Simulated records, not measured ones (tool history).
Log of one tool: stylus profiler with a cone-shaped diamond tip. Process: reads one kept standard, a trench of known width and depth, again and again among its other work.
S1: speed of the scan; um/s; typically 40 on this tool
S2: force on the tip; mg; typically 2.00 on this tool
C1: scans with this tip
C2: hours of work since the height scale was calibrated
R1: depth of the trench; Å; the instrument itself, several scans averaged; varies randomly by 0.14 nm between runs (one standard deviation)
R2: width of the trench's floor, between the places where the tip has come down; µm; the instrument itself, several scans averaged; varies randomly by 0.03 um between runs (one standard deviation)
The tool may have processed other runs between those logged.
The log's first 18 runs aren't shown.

run,hour,S1,S2,C1,C2,R1,R2
19,403.4,40,3.98,4188,289,5084.7,46.83
20,434.4,40,3.98,4485,309,5088.4,46.91
21,461.7,40,3.98,4744,327,5084.5,46.89
22,492.4,40,3.98,5038,347,5084.3,46.83
23,509.9,40,2.00,5205,359,5052.5,46.69
24,538.4,40,2.06,5476,377,5051.4,46.79
25,561.5,71,3.17,5697,393,5073.2,46.67
26,592.4,71,3.17,5992,413,5070.2,46.62
27,624.6,72,2.00,6298,434,5047.0,46.48
28,658.3,71,1.87,6620,456,5045.4,46.54
29,691.4,34,3.35,6936,478,5074.2,46.70
30,715.4,34,3.35,7165,494,5069.4,46.71
31,733.0,122,0.72,7333,505,5019.4,45.84
32,760.1,80,0.88,7591,523,5022.6,46.19
33,788.4,80,0.88,7861,542,5024.5,46.20
34,819.1,75,3.55,8154,562,5073.4,46.52
35,833.6,75,3.55,8293,571,5075.0,46.49
36,864.5,14,3.13,8588,592,5066.5,46.78
37,893.1,125,5.06,8860,611,5093.3,46.32
38,914.3,71,4.21,9063,625,5081.7,46.45
39,929.1,71,4.21,9204,634,5081.0,46.52
40,944.0,40,3.26,9346,644,5065.0,46.53
41,959.6,15,2.72,9495,654,5057.9,46.71

Run 42 has not been measured yet. What should we expect?
42,977.3,11,0.81,9664,666,?,?

Run 42 gave R1 5018.4 Å, R2 46.72 µm.
Had the tool carried no hidden state, the very same run would have given R1 5030.8 Å, R2 47.36 µm.
